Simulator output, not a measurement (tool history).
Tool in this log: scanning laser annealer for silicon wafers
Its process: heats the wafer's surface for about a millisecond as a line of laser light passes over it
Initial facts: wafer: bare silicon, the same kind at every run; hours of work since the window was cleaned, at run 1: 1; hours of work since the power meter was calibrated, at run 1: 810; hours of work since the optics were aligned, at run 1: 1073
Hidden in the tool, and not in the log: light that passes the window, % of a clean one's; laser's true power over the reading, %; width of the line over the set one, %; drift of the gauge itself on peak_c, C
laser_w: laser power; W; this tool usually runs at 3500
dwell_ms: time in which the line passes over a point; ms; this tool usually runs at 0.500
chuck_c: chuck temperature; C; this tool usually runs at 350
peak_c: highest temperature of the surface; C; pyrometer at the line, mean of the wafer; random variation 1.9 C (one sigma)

run,hour,laser_w,dwell_ms,chuck_c,hours of work since the window was cleaned,hours of work since the power meter was calibrated,hours of work since the optics were aligned,peak_c
1,0.0,3500,0.500,350,1,810,1073,1093
2,50.5,3500,0.547,350,29,839,1101,1126
3,76.9,3500,0.547,350,44,854,1116,1125
4,118.1,3500,0.547,350,67,877,1139,1118
5,145.5,3500,0.396,350,83,892,1155,995
6,176.1,3500,0.396,350,100,909,1172,1000
7,222.0,3500,0.396,350,126,935,1198,999
8,250.6,3500,0.396,331,142,951,1214,977
9,283.2,3500,0.350,350,160,969,1232,948
10,312.0,3500,0.350,350,176,986,1248,948
11,350.4,3500,0.584,350,198,1007,1270,1133
12,406.7,3500,0.584,350,229,1039,1301,1129
13,441.3,3019,0.584,350,249,1058,1321,999
# hour 448.0: laser's power meter calibrated
14,481.4,3019,0.584,350,269,19,1342,999
15,522.1,3019,0.584,350,292,42,1364,996
# hour 538.8: laser's power meter calibrated, once more
16,551.6,3019,0.584,350,307,7,1379,985
# hour 575.0: optics aligned, line set to its width
17,612.0,3500,0.387,350,338,38,21,959
18,636.4,3500,0.387,350,352,52,34,959
19,677.4,3500,0.387,350,375,75,57,957
# hour 683.1: window over the wafer cleaned
20,736.8,3500,0.387,350,30,107,90,995
21,792.5,3240,0.599,350,61,138,121,1083
22,825.6,3240,0.599,350,80,157,139,1083
23,878.4,3240,0.599,350,110,187,169,1080
24,916.8,3240,0.599,350,131,208,191,1078
25,972.3,3079,0.497,316,162,239,222,932
26,1001.7,3850,0.357,367,179,256,238,1043
27,1049.6,3850,0.357,367,206,283,265,1042
28,1106.8,3185,0.357,373,238,315,297,907

Forecast each of these 3 alternatives for the next run:
A,1154.4,3189,0.379,350,264,341,324,?
B,1154.4,3185,0.547,336,264,341,324,?
C,1154.4,3242,0.445,325,264,341,324,?

run,peak_c
A,895
B,998
C,934
Take away the tool's hidden state, keep each run's random variation, and the runs would have read:
run,peak_c
A,918
B,1027
C,960
